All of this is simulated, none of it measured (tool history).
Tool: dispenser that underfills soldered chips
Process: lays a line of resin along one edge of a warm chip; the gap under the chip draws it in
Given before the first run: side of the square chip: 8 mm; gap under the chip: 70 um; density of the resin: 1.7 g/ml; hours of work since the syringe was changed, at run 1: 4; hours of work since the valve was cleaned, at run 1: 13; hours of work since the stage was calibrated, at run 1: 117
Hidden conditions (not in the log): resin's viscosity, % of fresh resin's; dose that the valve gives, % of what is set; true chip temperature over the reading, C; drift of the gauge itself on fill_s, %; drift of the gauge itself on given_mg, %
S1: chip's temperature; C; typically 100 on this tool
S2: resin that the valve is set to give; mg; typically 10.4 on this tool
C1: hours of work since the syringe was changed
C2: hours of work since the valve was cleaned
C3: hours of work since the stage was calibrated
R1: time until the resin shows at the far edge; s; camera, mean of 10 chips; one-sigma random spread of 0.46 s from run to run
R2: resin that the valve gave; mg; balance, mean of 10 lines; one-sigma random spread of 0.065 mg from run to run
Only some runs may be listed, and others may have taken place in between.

run   hour   S1    S2  C1   C2   C3    R1     R2
  1    0.0  100  10.4   4   13  117  41.8  10.31
       3.9  -- new syringe of resin
  2    8.1  100  11.0   3   19  122  40.1  10.83
      12.9  -- new syringe of resin
  3   16.7  100  11.0   3   25  128  38.5  10.81
      21.9  -- new syringe of resin
  4   21.9  100  11.0   0   28  132  35.2  10.74
  5   27.1  113  11.0   4   32  136  26.2  10.72
      30.8  -- new syringe of resin
  6   35.1  100   9.8   3   38  142  41.6   9.51
      39.8  -- new syringe of resin
  7   44.0  100   9.8   3   44  148  41.6   9.48
      49.1  -- new syringe of resin
  8   49.5  100   9.2   0   48  152  37.8   8.81
  9   56.6  100   9.2   6   53  157  48.1   8.79
      58.4  -- new syringe of resin
 10   62.4  101  11.3   3   57  161  38.7  10.68
      67.1  -- new syringe of resin
 11   69.4  101  11.3   2   62  166  36.9  10.80
      76.0  -- new syringe of resin
 12   78.1  100   9.0   1   69  172  41.6   8.38
 13   83.5  100   9.0   5   73  176  49.4   8.36
      85.2  -- new syringe of resin
 14   90.6   99  10.2   4   78  181  45.7   9.49
      94.3  -- new syringe of resin
 15   97.1  108  11.7   2   82  186  28.6  10.91
     103.5  -- new syringe of resin
 16  105.6   90  13.1   2   88  192  53.5  12.21
     112.7  -- new syringe of resin
 17  115.5  101   9.0   2   95  199  42.3   8.30
     121.7  -- new syringe of resin
 18  125.1  101   9.0   3  102  206  41.5   8.18

5 options for the next run, each taken on its own from the tool as it stands now. Forecast them:
     131.1  -- new syringe of resin
  A  133.7  100   9.5   2  108  212   ?   ?
     131.1  -- new syringe of resin
  B  133.7   87   9.7   2  108  212   ?   ?
     131.1  -- new syringe of resin
  C  133.7  106  12.0   2  108  212   ?   ?
     131.1  -- new syringe of resin
  D  133.7  101  10.4   2  108  212   ?   ?
     131.1  -- new syringe of resin
  E  133.7  108   9.0   2  108  212   ?   ?

run    R1     R2
  A  43.1   8.64
  B  65.3   8.80
  C  31.4  10.99
  D  39.1   9.51
  E  33.5   8.14
The same runs, with their run-to-run variation unchanged, on a tool lacking any hidden condition would have given:
run    R1     R2
  A  36.2   9.53
  B  54.6   9.70
  C  27.0  12.10
  D  33.1  10.48
  E  27.9   8.97
